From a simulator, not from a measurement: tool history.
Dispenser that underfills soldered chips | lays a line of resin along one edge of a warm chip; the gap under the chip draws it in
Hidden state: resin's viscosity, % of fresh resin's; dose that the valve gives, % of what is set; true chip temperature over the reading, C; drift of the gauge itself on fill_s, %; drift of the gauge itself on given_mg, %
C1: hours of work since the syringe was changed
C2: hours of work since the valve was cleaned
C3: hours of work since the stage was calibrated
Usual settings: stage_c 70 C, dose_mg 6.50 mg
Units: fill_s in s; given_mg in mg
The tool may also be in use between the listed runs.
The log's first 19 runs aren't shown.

run 20 hour=191.7 | stage_c=82 dose_mg=7.12 | C1=6 C2=36 C3=417 | fill_s=15.7 given_mg=6.84
-- hour=198.3 new syringe of resin
run 21 hour=204.1 | stage_c=70 dose_mg=5.63 | C1=4 C2=44 C3=425 | fill_s=20.5 given_mg=5.42
-- hour=210.4 dispensing valve cleaned and set on the balance
-- hour=214.9 new syringe of resin
run 22 hour=218.0 | stage_c=80 dose_mg=7.30 | C1=2 C2=5 C3=433 | fill_s=12.5 given_mg=7.28
run 23 hour=226.4 | stage_c=65 dose_mg=7.70 | C1=8 C2=10 C3=439 | fill_s=29.7 given_mg=7.65
-- hour=230.3 new syringe of resin
run 24 hour=232.6 | stage_c=69 dose_mg=7.77 | C1=2 C2=14 C3=443 | fill_s=18.0 given_mg=7.68
run 25 hour=238.2 | stage_c=69 dose_mg=7.77 | C1=5 C2=18 C3=446 | fill_s=22.5 given_mg=7.65
-- hour=245.4 new syringe of resin
run 26 hour=250.6 | stage_c=69 dose_mg=8.38 | C1=3 C2=26 C3=454 | fill_s=19.6 given_mg=8.18
-- hour=261.4 new syringe of resin
run 27 hour=263.9 | stage_c=59 dose_mg=6.76 | C1=2 C2=35 C3=463 | fill_s=25.6 given_mg=6.52
run 28 hour=271.6 | stage_c=56 dose_mg=5.75 | C1=7 C2=40 C3=468 | fill_s=39.5 given_mg=5.53
-- hour=277.6 new syringe of resin
run 29 hour=280.5 | stage_c=70 dose_mg=6.81 | C1=2 C2=46 C3=474 | fill_s=17.8 given_mg=6.53
-- hour=283.8 dispensing valve cleaned and set on the balance
run 30 hour=288.7 | stage_c=63 dose_mg=6.41 | C1=7 C2=3 C3=479 | fill_s=30.6 given_mg=6.39
-- hour=294.3 new syringe of resin
run 31 hour=300.5 | stage_c=68 dose_mg=5.89 | C1=4 C2=11 C3=486 | fill_s=21.7 given_mg=5.84
-- hour=304.3 stage's temperature calibrated
-- hour=310.9 new syringe of resin
run 32 hour=313.9 | stage_c=65 dose_mg=8.32 | C1=2 C2=19 C3=6 | fill_s=22.1 given_mg=8.20
run 33 hour=322.4 | stage_c=65 dose_mg=8.32 | C1=8 C2=25 C3=12 | fill_s=30.2 given_mg=8.14
-- hour=326.4 new syringe of resin
run 34 hour=336.0 | stage_c=84 dose_mg=7.23 | C1=6 C2=33 C3=21 | fill_s=15.0 given_mg=7.01

Forecast each of these 4 alternatives for the next run:
-- hour=342.0 new syringe of resin
run A hour=343.0 | stage_c=66 dose_mg=6.50 | C1=1 C2=38 C3=25 | fill_s=? given_mg=?
-- hour=342.0 new syringe of resin
run B hour=343.0 | stage_c=62 dose_mg=6.66 | C1=1 C2=38 C3=25 | fill_s=? given_mg=?
-- hour=342.0 new syringe of resin
run C hour=343.0 | stage_c=61 dose_mg=7.16 | C1=1 C2=38 C3=25 | fill_s=? given_mg=?
-- hour=342.0 new syringe of resin
run D hour=343.0 | stage_c=73 dose_mg=6.44 | C1=1 C2=38 C3=25 | fill_s=? given_mg=?

run=A fill_s=19.9 given_mg=6.29
run=B fill_s=23.4 given_mg=6.43
run=C fill_s=23.3 given_mg=6.91
run=D fill_s=16.0 given_mg=6.19
Without the tool's hidden state the same runs would have given:
run=A fill_s=19.0 given_mg=6.49
run=B fill_s=22.4 given_mg=6.64
run=C fill_s=22.3 given_mg=7.14
run=D fill_s=15.3 given_mg=6.39

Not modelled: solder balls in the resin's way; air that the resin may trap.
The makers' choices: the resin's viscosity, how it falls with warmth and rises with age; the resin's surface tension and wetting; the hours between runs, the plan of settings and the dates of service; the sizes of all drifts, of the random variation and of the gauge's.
